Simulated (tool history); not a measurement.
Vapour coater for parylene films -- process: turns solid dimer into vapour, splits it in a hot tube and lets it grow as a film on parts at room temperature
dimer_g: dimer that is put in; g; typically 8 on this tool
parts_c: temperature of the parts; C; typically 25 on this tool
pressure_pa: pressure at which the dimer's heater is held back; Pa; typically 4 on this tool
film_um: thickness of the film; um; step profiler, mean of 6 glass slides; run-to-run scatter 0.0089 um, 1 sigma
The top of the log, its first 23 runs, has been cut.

run,day,dimer_g,parts_c,pressure_pa,film_um
24,21.267,8,25,4,4.239
25,22.188,7,20,4,4.555
26,23.412,4,20,4,2.608
27,24.567,4,20,4,2.607
28,25.212,3,33,7.45,1.072
29,26.108,3,33,7.45,1.079
30,26.738,7,18,2.46,5.202
# day 27.296: trap's valve overhauled
31,28.012,5,31,2.83,2.15
32,29.246,8,19,2.69,5.682
33,30.246,5,19,2.69,3.558
34,31.379,5,19,2.69,3.536
35,32.108,9,26,2.75,4.774
36,32.892,9,26,2.75,4.755
37,33.804,4,25,9.61,1.927
38,34.6,4,25,3.89,2.139
39,35.812,4,25,3.89,2.139
40,36.812,10,26,2.91,5.275
41,37.75,8,25,11.68,3.788
42,39.121,8,25,3.29,4.359
43,39.833,12,33,6,4.376
# day 40.125: trap's valve overhauled
44,41.304,8,25,2.57,4.467
45,41.938,5,25,11.44,2.37
46,43.3,5,25,6,2.537
47,44.058,5,25,6,2.546

Predict each of these 3 candidate next runs independently; none follows another, all start after run 47:
A,44.929,5,20,6,?
B,44.929,12,30,4.99,?
C,44.929,6,25,3.24,?

run,film_um
A,3.128
B,5.058
C,3.252
The same runs, with their run-to-run variation unchanged, on a tool lacking any hidden condition would have given:
run,film_um
A,3.128
B,5.058
C,3.252

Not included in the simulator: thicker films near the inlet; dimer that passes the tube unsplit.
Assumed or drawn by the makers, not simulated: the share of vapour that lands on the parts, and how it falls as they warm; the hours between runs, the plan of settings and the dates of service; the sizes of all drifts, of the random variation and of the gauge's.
